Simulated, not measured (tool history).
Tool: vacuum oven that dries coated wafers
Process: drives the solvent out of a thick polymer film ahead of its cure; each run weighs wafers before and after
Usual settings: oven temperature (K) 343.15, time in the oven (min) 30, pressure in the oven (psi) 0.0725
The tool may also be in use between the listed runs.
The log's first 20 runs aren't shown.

run,day,oven temperature (K),time in the oven (min),pressure in the oven (psi),solvent left in the film (%)
21,69.850,337.15,30,0.0725,6.06
22,74.017,337.15,30,0.0725,6.22
23,78.925,347.15,30,0.0725,2.06
24,83.017,347.15,30,0.0725,1.94
25,87.825,347.15,19,0.2067,4.26
26,91.600,337.15,19,0.0935,8.73
27,94.454,334.15,32,0.1349,7.47
28,99.067,334.15,32,0.1349,7.47
29,103.242,345.15,15,0.1871,6.55
30,106.533,350.15,39,0.0795,0.56
31,110.012,350.15,37,0.0676,0.71
32,112.704,338.15,22,0.1199,7.30
33,117.154,338.15,22,0.1199,7.66
34,119.496,328.15,30,0.2290,10.70
35,121.933,328.15,30,0.2290,10.80
36,124.446,334.15,53,0.1974,4.70
# day 128.871: oven's thermocouples calibrated
37,129.038,334.15,29,0.0631,7.89
38,133.300,340.15,45,0.0725,2.71
39,136.867,340.15,41,0.0463,3.01
40,141.738,340.15,41,0.0463,2.97

The next listed run, before its measurement:
41,144.371,336.15,37,0.1883,?

solvent left in the film (%): 5.75
Without the tool's hidden state the same run would have given solvent left in the film (%) 5.73.
